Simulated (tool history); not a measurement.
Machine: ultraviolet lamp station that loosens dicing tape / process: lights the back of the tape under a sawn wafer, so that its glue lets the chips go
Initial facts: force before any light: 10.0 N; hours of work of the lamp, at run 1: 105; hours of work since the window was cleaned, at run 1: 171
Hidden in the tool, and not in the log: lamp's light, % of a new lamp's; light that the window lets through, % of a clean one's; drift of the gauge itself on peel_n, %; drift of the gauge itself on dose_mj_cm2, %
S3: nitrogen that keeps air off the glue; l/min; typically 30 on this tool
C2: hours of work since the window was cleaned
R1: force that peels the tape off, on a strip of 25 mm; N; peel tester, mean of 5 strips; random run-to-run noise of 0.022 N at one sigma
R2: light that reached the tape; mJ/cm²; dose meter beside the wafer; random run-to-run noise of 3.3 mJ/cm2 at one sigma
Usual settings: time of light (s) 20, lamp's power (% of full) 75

Run 1, hour 0: usual settings; hours of work of the lamp 105; C2 171. Result: R1 1.259 N, R2 481 mJ/cm².
Run 2, hour 9.7: usual settings; hours of work of the lamp 112; C2 177. Result: R1 1.282 N, R2 482 mJ/cm².
Run 3, hour 17.5: usual settings but lamp's power (% of full) 86; hours of work of the lamp 117; C2 183. Result: R1 1.001 N, R2 553 mJ/cm².
Run 4, hour 25.5: usual settings but lamp's power (% of full) 86; hours of work of the lamp 122; C2 188. Result: R1 1.007 N, R2 550 mJ/cm².
Run 5, hour 34.7: usual settings but lamp's power (% of full) 86; hours of work of the lamp 129; C2 194. Result: R1 1.014 N, R2 547 mJ/cm².
Run 6, hour 42: usual settings but time of light (s) 28; hours of work of the lamp 134; C2 199. Result: R1 0.686 N, R2 663 mJ/cm².
Run 7, hour 55: usual settings but time of light (s) 28; hours of work of the lamp 143; C2 208. Result: R1 0.677 N, R2 664 mJ/cm².
Run 8, hour 61.9: usual settings but time of light (s) 28; hours of work of the lamp 147; C2 213. Result: R1 0.648 N, R2 656 mJ/cm².
Run 9, hour 75.8: usual settings but time of light (s) 28; hours of work of the lamp 157; C2 222. Result: R1 0.696 N, R2 661 mJ/cm².
Run 10, hour 88.9: usual settings; hours of work of the lamp 166; C2 231. Result: R1 1.344 N, R2 466 mJ/cm².
Run 11, hour 95.5: usual settings; hours of work of the lamp 170; C2 236. Result: R1 1.334 N, R2 461 mJ/cm².
Run 12, hour 101.8: usual settings; hours of work of the lamp 174; C2 240. Result: R1 1.364 N, R2 463 mJ/cm².
Run 13, hour 114.2: usual settings; hours of work of the lamp 183; C2 249. Result: R1 1.337 N, R2 450 mJ/cm².
Run 14, hour 129.1: usual settings; hours of work of the lamp 193; C2 259. Result: R1 1.405 N, R2 459 mJ/cm².
Run 15, hour 138: usual settings but lamp's power (% of full) 66; hours of work of the lamp 199; C2 265. Result: R1 1.771 N, R2 401 mJ/cm².
Run 16, hour 146.3: usual settings but lamp's power (% of full) 66; hours of work of the lamp 205; C2 270. Result: R1 1.802 N, R2 399 mJ/cm².
Run 17, hour 159.5: usual settings but lamp's power (% of full) 66; hours of work of the lamp 214; C2 279. Result: R1 1.791 N, R2 395 mJ/cm².
Run 18, hour 173.3: usual settings but lamp's power (% of full) 96; hours of work of the lamp 223; C2 289. Result: R1 0.895 N, R2 571 mJ/cm².
Run 19, hour 182.5: usual settings but lamp's power (% of full) 96; hours of work of the lamp 229; C2 295. Result: R1 0.913 N, R2 571 mJ/cm².
Run 20, hour 191.2: usual settings but time of light (s) 18; hours of work of the lamp 235; C2 301. Result: R1 1.745 N, R2 400 mJ/cm².
Run 21, hour 199.8: usual settings; hours of work of the lamp 241; C2 307. Result: R1 1.489 N, R2 448 mJ/cm².
Run 22, hour 208.3: usual settings; hours of work of the lamp 247; C2 313. Result: R1 1.483 N, R2 443 mJ/cm².
Run 23, hour 222.6: usual settings but time of light (s) 14, lamp's power (% of full) 76; hours of work of the lamp 257; C2 322. Result: R1 2.477 N, R2 312 mJ/cm².
Run 24, hour 232.5: usual settings but time of light (s) 32, S3 28 l/min; hours of work of the lamp 263; C2 329. Result: R1 0.615 N, R2 698 mJ/cm².
Run 25, hour 247.2: usual settings but time of light (s) 32, S3 28 l/min; hours of work of the lamp 273; C2 339. Result: R1 0.637 N, R2 698 mJ/cm².
Run 26, hour 253.9: usual settings but time of light (s) 32, S3 28 l/min; hours of work of the lamp 278; C2 344. Result: R1 0.638 N, R2 697 mJ/cm².
Run 27, hour 262.7: usual settings but time of light (s) 32, S3 42 l/min; hours of work of the lamp 284; C2 350. Result: R1 0.537 N, R2 685 mJ/cm².
Run 28, hour 277.1: usual settings but time of light (s) 32, S3 42 l/min; hours of work of the lamp 294; C2 359. Result: R1 0.539 N, R2 682 mJ/cm².
At hour 287: window cleaned of glue's vapour.
Run 29, hour 287: usual settings but time of light (s) 32, S3 29 l/min; hours of work of the lamp 300; C2 0. Result: R1 0.533 N, R2 763 mJ/cm².
Run 30, hour 302.1: usual settings but time of light (s) 26, lamp's power (% of full) 61; hours of work of the lamp 310; C2 10. Result: R1 1.13 N, R2 507 mJ/cm².
Run 31, hour 312.7: usual settings but time of light (s) 18, lamp's power (% of full) 70; hours of work of the lamp 318; C2 17. Result: R1 1.789 N, R2 402 mJ/cm².
Run 32, hour 326.2: usual settings but time of light (s) 16, lamp's power (% of full) 72; hours of work of the lamp 327; C2 27. Result: R1 1.966 N, R2 368 mJ/cm².
Run 33, hour 332.9: usual settings but time of light (s) 34; hours of work of the lamp 331; C2 31. Result: R1 0.451 N, R2 808 mJ/cm².
Run 34, hour 345.7: usual settings but time of light (s) 34; hours of work of the lamp 340; C2 40. Result: R1 0.47 N, R2 799 mJ/cm².
Run 35, hour 353.7: usual settings but time of light (s) 34, lamp's power (% of full) 76, S3 38 l/min; hours of work of the lamp 346; C2 45. Result: R1 0.42 N, R2 800 mJ/cm².
Run 36, hour 368.4: usual settings but time of light (s) 34, lamp's power (% of full) 76, S3 38 l/min; hours of work of the lamp 356; C2 55. Result: R1 0.416 N, R2 811 mJ/cm².
Run 37, hour 381.4: usual settings but time of light (s) 19, lamp's power (% of full) 80, S3 48 l/min; hours of work of the lamp 364; C2 64. Result: R1 1.1 N, R2 466 mJ/cm².
Run 38, hour 393.8: usual settings but time of light (s) 12, lamp's power (% of full) 79, S3 9 l/min; hours of work of the lamp 373; C2 73. Result: R1 4.189 N, R2 292 mJ/cm².
Run 39, hour 408.2: usual settings but time of light (s) 12, lamp's power (% of full) 79, S3 9 l/min; hours of work of the lamp 383; C2 82. Result: R1 4.063 N, R2 294 mJ/cm².
Run 40, hour 420.3: usual settings but time of light (s) 12, lamp's power (% of full) 79, S3 9 l/min; hours of work of the lamp 391; C2 91. Result: R1 4.14 N, R2 291 mJ/cm².
Run 41, hour 430.9: usual settings but time of light (s) 12, lamp's power (% of full) 79, S3 9 l/min; hours of work of the lamp 398; C2 98. Result: R1 4.185 N, R2 287 mJ/cm².
Run 42, hour 438.5: usual settings but lamp's power (% of full) 97, S3 12 l/min; hours of work of the lamp 403; C2 103. Result: R1 1.522 N, R2 586 mJ/cm².
Run 43, hour 451.7: usual settings but lamp's power (% of full) 72; hours of work of the lamp 412; C2 112. Result: R1 1.54 N, R2 430 mJ/cm².

3 options for the next run, each taken on its own from the tool as it stands now. Forecast them:
Run A, hour 463.9: usual settings but time of light (s) 24, lamp's power (% of full) 61, S3 24 l/min; hours of work of the lamp 421; C2 120. Result: R1 ?, R2 ?.
Run B, hour 463.9: usual settings but lamp's power (% of full) 66; hours of work of the lamp 421; C2 120. Result: R1 ?, R2 ?.
Run C, hour 463.9: usual settings but time of light (s) 31, lamp's power (% of full) 72, S3 46 l/min; hours of work of the lamp 421; C2 120. Result: R1 ?, R2 ?.

run     R1   R2
  A   1.66  435
  B  1.736  396
  C  0.543  673
What these runs would have given with no unlogged condition in the tool:
run     R1   R2
  A  1.233  516
  B  1.297  469
  C  0.393  798
